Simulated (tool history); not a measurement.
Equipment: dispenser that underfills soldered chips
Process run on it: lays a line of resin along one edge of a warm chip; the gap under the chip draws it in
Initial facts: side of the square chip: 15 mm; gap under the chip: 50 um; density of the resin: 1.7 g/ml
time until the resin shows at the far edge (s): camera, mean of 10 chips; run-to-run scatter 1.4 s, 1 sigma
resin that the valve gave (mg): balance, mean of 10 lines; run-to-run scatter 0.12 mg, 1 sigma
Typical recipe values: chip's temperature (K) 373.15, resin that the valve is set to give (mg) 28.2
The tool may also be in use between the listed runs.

run,day,chip's temperature (K),resin that the valve is set to give (mg),time until the resin shows at the far edge (s),resin that the valve gave (mg)
1,0.000,373.15,28.2,137.8,26.94
# day 0.325: new syringe of resin
2,0.508,373.15,28.2,151.1,26.90
# day 0.688: new syringe of resin
# day 1.075: new syringe of resin
3,1.175,373.15,26.3,145.3,24.82
# day 1.458: new syringe of resin
4,1.792,373.15,28.2,165.4,26.16
# day 1.862: new syringe of resin
# day 1.954: dispensing valve cleaned and set on the balance
5,2.158,373.15,28.2,156.7,27.89
# day 2.283: new syringe of resin
6,2.542,383.15,28.2,120.0,27.93
# day 2.679: new syringe of resin
7,2.846,373.15,28.2,147.2,27.93
# day 3.062: new syringe of resin
8,3.362,373.15,28.2,164.3,27.66
# day 3.446: new syringe of resin
# day 3.829: new syringe of resin
9,3.908,373.15,28.2,150.0,27.18
# day 4.221: new syringe of resin
10,4.562,373.15,28.2,168.8,26.84
# day 4.612: new syringe of resin
# day 4.988: new syringe of resin
11,5.012,373.15,34.2,134.9,32.32
# day 5.371: new syringe of resin
12,5.650,374.15,28.2,156.8,26.52
# day 5.733: new syringe of resin
13,6.029,374.15,29.5,161.5,27.46
# day 6.121: new syringe of resin
# day 6.275: dispensing valve cleaned and set on the balance
# day 6.529: new syringe of resin
14,6.612,373.15,35.0,140.5,34.67
# day 6.883: new syringe of resin
15,6.988,373.15,35.0,141.0,34.57
# day 7.267: new syringe of resin
16,7.342,373.15,33.6,140.8,33.24
# day 7.629: new syringe of resin
17,7.700,382.15,34.0,108.8,33.11
# day 8.012: new syringe of resin
18,8.250,383.15,27.6,118.8,26.63
# day 8.371: new syringe of resin
19,8.604,385.15,29.2,113.4,28.07
# day 8.771: new syringe of resin
20,8.904,373.15,25.1,153.6,24.32
# day 9.154: new syringe of resin
21,9.317,373.15,25.1,157.7,23.97
# day 9.546: new syringe of resin
22,9.604,373.15,27.0,146.9,25.60
# day 9.954: new syringe of resin
23,10.133,363.15,25.7,210.7,23.93
# day 10.333: new syringe of resin
# day 10.629: dispensing valve cleaned and set on the balance
# day 10.738: new syringe of resin
24,10.775,360.15,26.2,210.3,26.30
# day 11.112: new syringe of resin
25,11.412,366.15,28.7,204.5,28.41
# day 11.512: new syringe of resin
# day 11.888: new syringe of resin
26,11.975,366.15,28.7,178.4,28.02
# day 12.275: new syringe of resin
27,12.571,368.15,36.1,188.2,34.90
# day 12.662: new syringe of resin
# day 13.046: new syringe of resin
28,13.212,368.15,36.1,176.3,34.69
# day 13.446: new syringe of resin
29,13.554,368.15,36.1,169.5,34.53
# day 13.817: new syringe of resin
30,14.025,368.15,36.1,175.7,34.23
# day 14.208: new syringe of resin
31,14.512,384.15,24.5,128.1,22.89
# day 14.588: new syringe of resin
# day 14.975: dispensing valve cleaned and set on the balance
# day 15.046: new syringe of resin
32,15.096,368.15,27.6,169.8,27.74

What if the next run were any one of these 3? Each begins from the tool's condition after run 32:
# day 15.408: new syringe of resin
A,15.642,372.15,33.3,?,?
# day 15.408: new syringe of resin
B,15.642,383.15,27.6,?,?
# day 15.408: new syringe of resin
C,15.642,380.15,27.6,?,?

run,time until the resin shows at the far edge (s),resin that the valve gave (mg)
A,164.4,33.16
B,121.3,27.39
C,135.5,27.41
With no hidden state in the tool, these same runs would have given:
run,time until the resin shows at the far edge (s),resin that the valve gave (mg)
A,134.7,33.39
B,99.6,27.59
C,111.2,27.60

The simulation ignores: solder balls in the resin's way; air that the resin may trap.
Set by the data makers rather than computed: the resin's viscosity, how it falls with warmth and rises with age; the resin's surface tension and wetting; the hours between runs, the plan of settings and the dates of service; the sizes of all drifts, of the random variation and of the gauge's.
